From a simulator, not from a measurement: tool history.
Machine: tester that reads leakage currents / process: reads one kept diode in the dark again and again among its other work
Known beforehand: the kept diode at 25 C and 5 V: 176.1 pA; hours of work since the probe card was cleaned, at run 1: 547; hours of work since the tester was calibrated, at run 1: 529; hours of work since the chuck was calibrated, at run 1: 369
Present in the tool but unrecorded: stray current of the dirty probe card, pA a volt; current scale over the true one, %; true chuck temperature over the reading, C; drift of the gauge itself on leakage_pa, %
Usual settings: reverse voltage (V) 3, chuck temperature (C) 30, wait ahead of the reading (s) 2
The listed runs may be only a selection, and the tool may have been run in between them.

run	day	reverse voltage (V)	chuck temperature (C)	wait ahead of the reading (s)	hours of work since the probe card was cleaned	hours of work since the tester was calibrated	hours of work since the chuck was calibrated	current that the tester gives (pA)
1	0	3	30	2	547	529	369	216.69
2	2.333	1.44	30	2	577	558	398	157.84
3	5.454	3	30	2	616	598	437	217.49
4	8.375	3	30	2	653	634	474	217.77
5	12.792	3	30	2	708	690	530	216.33
6	16.896	3	30	1.03	760	741	581	217.41
7	18.925	3	30	9.81	786	767	607	216.7
8	23.242	3	30	9.81	840	821	661	216.93
# day 25.792: chuck's temperature calibrated
9	26.062	3	30	2	874	856	3	216.96
10	29.396	6.74	30	2	916	898	45	308.92
11	32.3	6.74	30	2	953	934	82	309.74
12	35.475	3	30	2.49	993	974	122	217.5
13	39.138	3	30	2.49	1039	1020	168	217.46
14	42.112	3	30	2	1076	1058	205	217.75
15	46.442	3	34	2	1131	1112	260	303.6
16	49.717	3	34	2	1172	1153	301	302.41
17	53.521	3	30	2	1220	1201	349	216.62
18	56.842	3	30	2	1262	1243	391	217.3
19	60.396	3	30	2	1306	1288	435	216.95
20	64.954	3	30	7.33	1364	1345	493	217.69
21	68.908	1.37	51	7.33	1413	1395	543	812.23
22	71.496	7.15	27	0.33	1446	1427	575	249.34
23	74.308	3	28	1.2	1481	1463	610	183.68
24	78.033	3	51	1.37	1528	1510	657	1137.42
25	80.138	1.03	22	7.33	1555	1536	684	68.49
# day 80.942: chuck's temperature calibrated
26	84.788	9.06	54	1.16	1612	1594	48	2294.53
27	87.858	1.88	30	0.35	1651	1632	87	178.2
28	90.483	8.21	52	2.51	1684	1665	120	1902.85
29	94.467	8.21	52	3.92	1734	1715	170	1884.08
30	96.946	8.21	52	3.92	1765	1747	201	1899.6
31	100.267	8.21	52	1.92	1807	1788	243	1888.35
32	104.671	15.55	29	0.94	1862	1844	299	408.67
33	108.712	3	43	2	1913	1895	349	620.22
34	112.633	3.05	28	2	1963	1944	399	184.57
35	114.883	11.63	30	1.75	1991	1972	427	392.74
36	119.079	3.03	37	1.22	2044	2025	480	388.89

Below are 3 alternative next runs, each starting from the tool's condition after run 36. Predict each:
A	121.992	3	59	2.61	2080	2062	517	?
B	121.992	3	40	2	2080	2062	517	?
C	121.992	3.03	50	1.22	2080	2062	517	?

run	current that the tester gives (pA)
A	2016.08
B	490.84
C	1063.45
With no hidden state in the tool, these same runs would have given:
run	current that the tester gives (pA)
A	2019.98
B	491.81
C	1065.56
